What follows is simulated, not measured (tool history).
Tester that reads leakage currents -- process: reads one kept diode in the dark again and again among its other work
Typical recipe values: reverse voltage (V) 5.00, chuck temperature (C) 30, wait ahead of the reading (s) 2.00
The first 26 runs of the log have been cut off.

run,day,reverse voltage (V),chuck temperature (C),wait ahead of the reading (s),current that the tester gives (pA)
# day 147.975: tester calibrated
27,148.404,9.41,32,1.00,215.51
28,156.142,7.76,30,0.92,169.34
29,160.196,3.76,24,0.38,77.77
30,164.758,3.76,24,0.38,77.41
31,169.117,5.00,30,5.54,132.72
32,175.933,2.84,30,0.84,100.91
33,181.867,2.84,30,0.84,100.43
34,189.433,2.84,30,0.84,100.50
35,196.008,6.47,30,1.55,152.29
36,199.583,1.84,47,2.35,256.24
37,203.117,9.00,30,0.40,188.57
# day 206.758: chuck's temperature calibrated
38,206.758,5.00,24,5.41,96.21
39,210.504,5.00,24,5.41,96.87

Below are 3 alternative next runs, each starting from the tool's condition after run 39. Predict each:
A,215.462,4.97,45,5.41,?
B,215.462,5.00,23,7.05,?
C,215.462,1.09,24,1.50,?

run,current that the tester gives (pA)
A,403.60
B,90.33
C,43.68
Take away the tool's hidden state, keep each run's random variation, and the runs would have read:
run,current that the tester gives (pA)
A,398.51
B,82.20
C,42.17

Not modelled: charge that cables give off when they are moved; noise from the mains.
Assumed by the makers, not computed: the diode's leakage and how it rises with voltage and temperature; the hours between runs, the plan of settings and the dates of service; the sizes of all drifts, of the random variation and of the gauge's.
